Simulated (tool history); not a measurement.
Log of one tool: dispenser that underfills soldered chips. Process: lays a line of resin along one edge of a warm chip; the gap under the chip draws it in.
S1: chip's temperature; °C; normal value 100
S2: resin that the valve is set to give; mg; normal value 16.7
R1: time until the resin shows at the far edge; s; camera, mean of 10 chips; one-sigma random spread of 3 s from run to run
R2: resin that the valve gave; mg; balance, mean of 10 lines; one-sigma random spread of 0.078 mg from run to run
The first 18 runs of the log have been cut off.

run   hour   S1    S2     R1     R2
 19  101.1  104  19.9    401  19.59
     102.7  -- new syringe of resin
 20  109.4  113  15.5  260.4  15.19
 21  115.6  114  20.8  288.5  20.37
     118.8  -- new syringe of resin
 22  122.4   95  19.8  373.1  19.44
 23  129.9  111  16.9    306  16.29
     135.1  -- new syringe of resin
 24  136.1  111  16.9  225.4  16.43
 25  141.5  105  18.2  307.3  17.71
 26  148.1  102    19  420.6  18.18
       151  -- new syringe of resin
 27    153  102    19  290.6  18.26
 28  157.9  102    19  333.2  18.08
 29  166.2  108  19.1  373.2  18.24
     167.5  -- new syringe of resin
       171  -- dispensing valve cleaned and set on the balance
 30  173.3   88  20.5  451.6  20.43
 31  177.1  102  17.7  353.3  17.57
 32  182.1  101  15.9  442.5   15.8
       185  -- new syringe of resin
 33  190.2   97  21.4  355.4  21.07
 34  196.2  100  16.3  415.9  16.01
 35  200.5  100  16.3  468.2  15.94
     201.4  -- new syringe of resin
 36  207.8  100  16.3  348.7   15.9

Here are 3 independent what-if runs from the current tool condition. What would each one return?
  A  213.4  100  15.5   ?   ?
  B  213.4   94  19.3   ?   ?
  C  213.4  110  16.3   ?   ?

run     R1     R2
  A  438.5  15.16
  B  479.5  18.88
  C  321.1  16.02
With no hidden state in the tool, these same runs would have given:
run     R1     R2
  A  310.7  15.53
  B  341.8  19.34
  C  227.3  16.41

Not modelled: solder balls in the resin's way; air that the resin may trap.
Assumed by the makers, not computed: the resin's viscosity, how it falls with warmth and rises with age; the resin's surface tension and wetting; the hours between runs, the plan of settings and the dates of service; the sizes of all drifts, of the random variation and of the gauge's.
